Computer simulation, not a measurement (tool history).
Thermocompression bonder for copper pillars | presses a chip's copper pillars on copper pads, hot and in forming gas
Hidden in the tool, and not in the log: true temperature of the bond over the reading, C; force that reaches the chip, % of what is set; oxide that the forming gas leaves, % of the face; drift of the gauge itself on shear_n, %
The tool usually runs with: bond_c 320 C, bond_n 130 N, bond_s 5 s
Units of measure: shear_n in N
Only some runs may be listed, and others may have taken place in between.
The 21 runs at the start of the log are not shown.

run	day	bond_c	bond_n	bond_s	hours of work since the heater was calibrated	hours of work since the force cell was calibrated	hours of work since the gas filter was changed	shear_n
22	43.688	298	148	5	1085	1276	122	89.2
23	45.521	298	148	5	1106	1296	143	89.5
24	47.525	298	148	5	1128	1318	165	90.0
# day 48.275: forming gas filter changed
25	49.025	298	127	5	1144	1335	8	87.5
26	50.583	298	127	5	1161	1352	25	87.2
27	51.929	295	108	5	1176	1367	40	79.3
28	54.329	320	130	14	1202	1393	67	119.0
# day 55.325: force cell calibrated
29	56.050	315	100	8	1221	8	85	100.0
30	57.571	342	100	8	1237	25	102	116.2
31	60.700	320	180	3	1272	59	136	103.5
32	63.467	320	180	3	1302	90	167	101.2
# day 64.046: forming gas filter changed
33	66.100	335	138	6	1331	119	23	116.6
34	68.958	346	159	5	1363	150	54	121.5
35	71.988	320	184	5	1396	183	88	112.8
36	73.788	343	119	6	1416	203	107	116.4
37	75.867	333	119	3	1439	226	130	99.6
38	78.625	310	130	5	1469	257	161	94.5
# day 79.612: forming gas filter changed
39	81.625	301	124	5	1502	289	22	90.2

Each row is a separate what-if for the run after 39, all from the same tool condition, not one after another. Results?
A	84.504	346	164	4	1534	321	54	?
B	84.504	297	139	5	1534	321	54	?
C	84.504	325	167	5	1534	321	54	?

run	shear_n
A	121.1
B	89.0
C	113.3
Without the tool's hidden state the same runs would have given:
run	shear_n
A	117.0
B	78.0
C	106.9
